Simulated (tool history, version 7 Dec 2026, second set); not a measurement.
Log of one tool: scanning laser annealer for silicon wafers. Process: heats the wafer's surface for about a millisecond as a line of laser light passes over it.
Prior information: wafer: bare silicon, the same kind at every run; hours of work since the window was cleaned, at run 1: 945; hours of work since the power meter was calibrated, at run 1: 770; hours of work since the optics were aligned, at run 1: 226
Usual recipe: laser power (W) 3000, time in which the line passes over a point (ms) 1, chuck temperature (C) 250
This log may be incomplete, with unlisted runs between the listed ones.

run   hour  laser power (W)  time in which the line passes over a point (ms)  chuck temperature (C)  hours of work since the window was cleaned  hours of work since the power meter was calibrated  hours of work since the optics were aligned  highest temperature of the surface (C)
  1      0             3000                                                1                    250                                         945                                                 770                                          226                                    1047
  2   22.1             3000                                                1                    250                                         960                                                 786                                          242                                    1050
  3   58.4             3000                                                1                    250                                         985                                                 811                                          267                                    1048
      78.1  -- window over the wafer cleaned
  4   78.5             3000                                                1                    250                                           0                                                 824                                          280                                    1072
  5  116.6             3000                                                1                    250                                          27                                                 850                                          306                                    1070
  6  153.7             3000                                                1                    250                                          53                                                 876                                          332                                    1066
  7  175.8             3000                                                1                    250                                          68                                                 892                                          348                                    1070
  8  194.2             3000                                                1                    250                                          81                                                 904                                          361                                    1067
  9  225.9             3000                                                1                    250                                         103                                                 927                                          383                                    1068
 10  242.4             3000                                                1                    250                                         115                                                 938                                          394                                    1068
 11  273.2             3000                                                1                    250                                         136                                                 960                                          416                                    1065
 12  295.5             2944                                                1                    250                                         152                                                 975                                          431                                    1049
 13  328.1             2920                                                1                    250                                         174                                                 998                                          454                                    1043
 14  350.1             2660                                                1                    250                                         190                                                1013                                          469                                     961
 15  370.4             3000                                                1                    257                                         204                                                1027                                          483                                    1070
 16  393.2             3000                                                1                    264                                         220                                                1043                                          499                                    1077
 17  411.1             3000                                             0.94                    285                                         232                                                1056                                          512                                    1067
 18  447.9             3000                                             0.73                    250                                         258                                                1081                                          538                                     926
 19  473.9             2617                                             0.73                    218                                         276                                                1100                                          556                                     796
 20  511.6             2714                                             1.24                    226                                         302                                                1126                                          582                                    1049
 21  528.8             3094                                             1.24                    226                                         314                                                1138                                          594                                    1177
 22  566.5             3094                                             0.95                    273                                         341                                                1164                                          620                                    1088
 23    583             3094                                             0.95                    273                                         352                                                1176                                          632                                    1088
 24  608.2             2991                                                1                    252                                         370                                                1193                                          649                                    1057
 25  635.8             3035                                             0.78                    250                                         389                                                1213                                          669                                     953
 26  670.1             2990                                             1.16                    224                                         413                                                1236                                          693                                    1097
 27    706             3206                                             0.81                    210                                         438                                                1261                                          718                                     974
 28  732.1             3206                                             0.81                    210                                         456                                                1280                                          736                                     977
 29    754             3000                                             1.05                    264                                         472                                                1295                                          751                                    1094
 30  775.9             3287                                             1.01                    288                                         487                                                1310                                          766                                    1182
 31  797.7             3287                                             1.01                    288                                         502                                                1325                                          782                                    1180

Forecast each of these 5 alternatives for the next run:
  A  822.3             3112                                             1.01                    280                                         519                                                1343                                          799                                       ?
  B  822.3             3000                                                1                    264                                         519                                                1343                                          799                                       ?
  C  822.3             2956                                             1.01                    288                                         519                                                1343                                          799                                       ?
  D  822.3             3001                                             1.05                    262                                         519                                                1343                                          799                                       ?
  E  822.3             3287                                             0.85                    244                                         519                                                1343                                          799                                       ?

run  highest temperature of the surface (C)
  A                                    1120
  B                                    1067
  C                                    1077
  D                                    1089
  E                                    1051
Without the tool's hidden state the same runs would have given:
run  highest temperature of the surface (C)
  A                                    1143
  B                                    1089
  C                                    1099
  D                                    1111
  E                                    1073
